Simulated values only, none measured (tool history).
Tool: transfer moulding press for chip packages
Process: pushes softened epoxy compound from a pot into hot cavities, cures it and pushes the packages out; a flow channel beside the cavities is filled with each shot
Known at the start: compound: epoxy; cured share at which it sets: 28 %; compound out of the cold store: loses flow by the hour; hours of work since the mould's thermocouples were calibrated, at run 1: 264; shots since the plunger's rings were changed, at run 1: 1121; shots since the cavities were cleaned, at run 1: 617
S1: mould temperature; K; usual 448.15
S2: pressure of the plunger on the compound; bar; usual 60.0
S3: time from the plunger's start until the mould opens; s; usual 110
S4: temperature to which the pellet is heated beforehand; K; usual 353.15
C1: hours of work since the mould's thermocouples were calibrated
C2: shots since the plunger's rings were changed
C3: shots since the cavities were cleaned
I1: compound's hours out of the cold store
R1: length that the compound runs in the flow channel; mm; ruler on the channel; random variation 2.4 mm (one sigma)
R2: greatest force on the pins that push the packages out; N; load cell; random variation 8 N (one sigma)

run     day      S1    S2   S3      S4   C1    C2   C3    I1   R1    R2
  1   0.000  448.15  60.0  110  353.15  264  1121  617  34.1  794   702
      0.292  -- cavities cleaned with cleaning compound and waxed
  2   1.196  448.15  60.0  110  353.15  285  1483  289  34.7  789   860
  3   2.262  448.15  60.0  110  353.15  305  1822  628  47.9  746   802
      2.542  -- cavities cleaned with cleaning compound and waxed
  4   3.292  448.15  60.0  110  353.15  323  2130  239  25.4  813   583
  5   4.254  448.15  60.0  110  353.15  341  2436  545  25.1  813   668
      4.800  -- cavities cleaned with cleaning compound and waxed
  6   5.796  448.15  60.0  110  353.15  369  2907  317  22.0  826   604
      7.017  -- cavities cleaned with cleaning compound and waxed
  7   7.092  448.15  60.0  124  353.15  392  3299   24  17.1  836   363
      8.125  -- mould's thermocouples calibrated
  8   8.208  448.15  60.0  124  353.15    2  3628  353  43.3  737   567
      9.104  -- cavities cleaned with cleaning compound and waxed, once more
  9   9.108  443.15  60.0  110  353.15   17  3894    1  25.1  823   463
 10  10.133  443.15  60.0  110  353.15   36  4221  328  14.5  860   776
     10.317  -- plunger's sealing rings changed
     11.379  -- cavities cleaned with cleaning compound and waxed
 11  11.658  443.15  60.0  110  353.15   62   407   88  14.0  890   556
 12  13.117  448.15  60.0  110  353.15   89   871  552  10.5  879   675
     13.608  -- cavities cleaned with cleaning compound and waxed
 13  14.508  448.15  60.0  110  353.15  114  1294  286  42.2  764   585
     15.825  -- cavities cleaned with cleaning compound and waxed
 14  15.912  448.15  60.0  110  353.15  139  1722   29  12.1  862   403
 15  16.954  448.15  60.0  110  363.15  159  2052  359  36.0  773   623
     18.008  -- cavities cleaned with cleaning compound and waxed
 16  18.412  441.15  60.0  114  363.15  185  2496  128  16.9  877   647
 17  19.150  445.15  55.5   92  360.15  199  2732  364  36.6  754   900
 18  19.912  453.15  60.0  110  353.15  213  2975  607  14.1  822   627
     20.279  -- cavities cleaned with cleaning compound and waxed
 19  21.396  453.15  60.0  110  353.15  240  3427  356  43.8  721   532
 20  22.171  448.15  73.6   96  353.15  254  3674  603  21.7  903   842
     22.454  -- cavities cleaned with cleaning compound and waxed
 21  23.296  442.15  73.6   94  353.15  274  4012  269  20.6  934  1090
     24.100  -- plunger's sealing rings changed
     24.825  -- cavities cleaned with cleaning compound and waxed
 22  24.892  448.15  60.0  145  360.15  301   231   21   9.0  886   334
 23  26.092  448.15  46.9  136  358.15  323   613  403  31.6  707   560
 24  26.788  446.15  46.9  136  358.15  336   835  625   8.9  792   614
     27.050  -- cavities cleaned with cleaning compound and waxed
 25  28.158  446.15  46.9  136  358.15  361  1251  353  36.3  701   541
     29.312  -- cavities cleaned with cleaning compound and waxed
 26  29.338  446.15  46.1  148  358.15  382  1607    8  14.1  762   334
 27  30.350  449.15  52.4  119  357.15  401  1930  331  24.8  761   546

3 ways to go on from here, each from the tool as it stands after run 27. What would each give?
     30.858  -- mould's thermocouples calibrated
  A  31.158  448.15  60.0  110  355.15   6  2160  561  41.3   ?   ?
     30.858  -- mould's thermocouples calibrated
  B  31.158  449.15  45.4  137  354.15   6  2160  561  27.4   ?   ?
     30.858  -- mould's thermocouples calibrated
  C  31.158  451.15  52.4  119  345.15   6  2160  561  43.4   ?   ?

run   R1   R2
  A  759  636
  B  696  571
  C  697  598
Without the tool's hidden state the same runs would have given:
run   R1   R2
  A  775  336
  B  711  300
  C  712  314
